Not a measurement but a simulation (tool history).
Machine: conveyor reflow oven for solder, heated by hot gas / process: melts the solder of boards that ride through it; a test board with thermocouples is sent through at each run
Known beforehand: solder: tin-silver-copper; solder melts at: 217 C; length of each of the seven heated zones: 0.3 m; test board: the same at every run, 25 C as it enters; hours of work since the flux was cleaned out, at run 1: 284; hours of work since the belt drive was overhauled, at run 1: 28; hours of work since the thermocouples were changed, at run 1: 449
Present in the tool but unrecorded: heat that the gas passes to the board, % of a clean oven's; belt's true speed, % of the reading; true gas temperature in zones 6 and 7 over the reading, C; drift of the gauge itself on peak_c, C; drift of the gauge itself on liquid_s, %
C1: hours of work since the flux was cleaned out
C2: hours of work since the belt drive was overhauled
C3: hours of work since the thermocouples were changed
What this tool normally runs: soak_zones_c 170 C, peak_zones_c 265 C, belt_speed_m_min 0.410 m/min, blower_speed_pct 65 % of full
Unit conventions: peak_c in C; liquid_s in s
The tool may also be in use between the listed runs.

{"run": 1, "hour": 0.0, "soak_zones_c": 170, "peak_zones_c": 265, "belt_speed_m_min": 0.41, "blower_speed_pct": 65, "C1": 284, "C2": 28, "C3": 449, "peak_c": 246.0, "liquid_s": 58.0}
{"run": 2, "hour": 8.8, "soak_zones_c": 170, "peak_zones_c": 265, "belt_speed_m_min": 0.41, "blower_speed_pct": 65, "C1": 288, "C2": 33, "C3": 453, "peak_c": 245.9, "liquid_s": 57.8}
{"run": 3, "hour": 17.3, "soak_zones_c": 170, "peak_zones_c": 265, "belt_speed_m_min": 0.41, "blower_speed_pct": 65, "C1": 292, "C2": 37, "C3": 458, "peak_c": 246.0, "liquid_s": 57.8}
{"run": 4, "hour": 25.3, "soak_zones_c": 170, "peak_zones_c": 265, "belt_speed_m_min": 0.428, "blower_speed_pct": 65, "C1": 297, "C2": 42, "C3": 462, "peak_c": 244.7, "liquid_s": 53.3}
{"run": 5, "hour": 35.1, "soak_zones_c": 170, "peak_zones_c": 265, "belt_speed_m_min": 0.41, "blower_speed_pct": 65, "C1": 302, "C2": 47, "C3": 467, "peak_c": 245.9, "liquid_s": 57.9}
{"run": 6, "hour": 40.2, "soak_zones_c": 170, "peak_zones_c": 265, "belt_speed_m_min": 0.41, "blower_speed_pct": 65, "C1": 304, "C2": 49, "C3": 470, "peak_c": 245.8, "liquid_s": 57.7}
{"run": 7, "hour": 52.5, "soak_zones_c": 170, "peak_zones_c": 265, "belt_speed_m_min": 0.41, "blower_speed_pct": 65, "C1": 311, "C2": 56, "C3": 476, "peak_c": 245.9, "liquid_s": 57.8}
{"run": 8, "hour": 64.4, "soak_zones_c": 179, "peak_zones_c": 265, "belt_speed_m_min": 0.41, "blower_speed_pct": 65, "C1": 317, "C2": 62, "C3": 482, "peak_c": 247.7, "liquid_s": 63.4}
{"run": 9, "hour": 70.9, "soak_zones_c": 179, "peak_zones_c": 265, "belt_speed_m_min": 0.41, "blower_speed_pct": 65, "C1": 320, "C2": 65, "C3": 485, "peak_c": 247.5, "liquid_s": 63.6}
{"run": 10, "hour": 80.0, "soak_zones_c": 170, "peak_zones_c": 265, "belt_speed_m_min": 0.365, "blower_speed_pct": 65, "C1": 325, "C2": 70, "C3": 490, "peak_c": 249.3, "liquid_s": 70.5}
{"hour": 84.5, "done": "belt drive overhauled, speed set with a stopwatch"}
{"run": 11, "hour": 93.6, "soak_zones_c": 170, "peak_zones_c": 265, "belt_speed_m_min": 0.365, "blower_speed_pct": 65, "C1": 330, "C2": 5, "C3": 495, "peak_c": 249.4, "liquid_s": 70.5}
{"run": 12, "hour": 101.9, "soak_zones_c": 184, "peak_zones_c": 273, "belt_speed_m_min": 0.437, "blower_speed_pct": 78, "C1": 334, "C2": 9, "C3": 499, "peak_c": 256.3, "liquid_s": 69.0}
{"run": 13, "hour": 109.7, "soak_zones_c": 184, "peak_zones_c": 273, "belt_speed_m_min": 0.437, "blower_speed_pct": 78, "C1": 338, "C2": 13, "C3": 504, "peak_c": 256.6, "liquid_s": 69.0}
{"run": 14, "hour": 120.5, "soak_zones_c": 162, "peak_zones_c": 275, "belt_speed_m_min": 0.41, "blower_speed_pct": 52, "C1": 344, "C2": 19, "C3": 509, "peak_c": 248.2, "liquid_s": 55.6}

Below are 5 alternative next runs, each starting from the tool's condition after run 14. Predict each:
{"hour": 126.6, "done": "flux residue cleaned out of gas plates and filters"}
{"hour": 131.1, "done": "belt drive overhauled, speed set with a stopwatch, once more"}
{"run": "A", "hour": 137.8, "soak_zones_c": 162, "peak_zones_c": 257, "belt_speed_m_min": 0.378, "blower_speed_pct": 67, "C1": 4, "C2": 3, "C3": 513, "peak_c": "?", "liquid_s": "?"}
{"hour": 126.6, "done": "flux residue cleaned out of gas plates and filters"}
{"hour": 131.1, "done": "belt drive overhauled, speed set with a stopwatch, once more"}
{"run": "B", "hour": 137.8, "soak_zones_c": 170, "peak_zones_c": 271, "belt_speed_m_min": 0.41, "blower_speed_pct": 65, "C1": 4, "C2": 3, "C3": 513, "peak_c": "?", "liquid_s": "?"}
{"hour": 126.6, "done": "flux residue cleaned out of gas plates and filters"}
{"hour": 131.1, "done": "belt drive overhauled, speed set with a stopwatch, once more"}
{"run": "C", "hour": 137.8, "soak_zones_c": 162, "peak_zones_c": 271, "belt_speed_m_min": 0.44, "blower_speed_pct": 52, "C1": 4, "C2": 3, "C3": 513, "peak_c": "?", "liquid_s": "?"}
{"hour": 126.6, "done": "flux residue cleaned out of gas plates and filters"}
{"hour": 131.1, "done": "belt drive overhauled, speed set with a stopwatch, once more"}
{"run": "D", "hour": 137.8, "soak_zones_c": 170, "peak_zones_c": 274, "belt_speed_m_min": 0.462, "blower_speed_pct": 73, "C1": 4, "C2": 3, "C3": 513, "peak_c": "?", "liquid_s": "?"}
{"hour": 126.6, "done": "flux residue cleaned out of gas plates and filters"}
{"hour": 131.1, "done": "belt drive overhauled, speed set with a stopwatch, once more"}
{"run": "E", "hour": 137.8, "soak_zones_c": 162, "peak_zones_c": 272, "belt_speed_m_min": 0.41, "blower_speed_pct": 52, "C1": 4, "C2": 3, "C3": 513, "peak_c": "?", "liquid_s": "?"}

run=A peak_c=241.6 liquid_s=56.6
run=B peak_c=252.3 liquid_s=64.1
run=C peak_c=243.1 liquid_s=46.1
run=D peak_c=253.0 liquid_s=56.8
run=E peak_c=246.7 liquid_s=54.4
Without the tool's hidden state the same runs would have given:
run=A peak_c=242.9 liquid_s=58.2
run=B peak_c=253.6 liquid_s=65.2
run=C peak_c=244.3 liquid_s=47.4
run=D peak_c=254.2 liquid_s=57.8
run=E peak_c=247.9 liquid_s=55.7
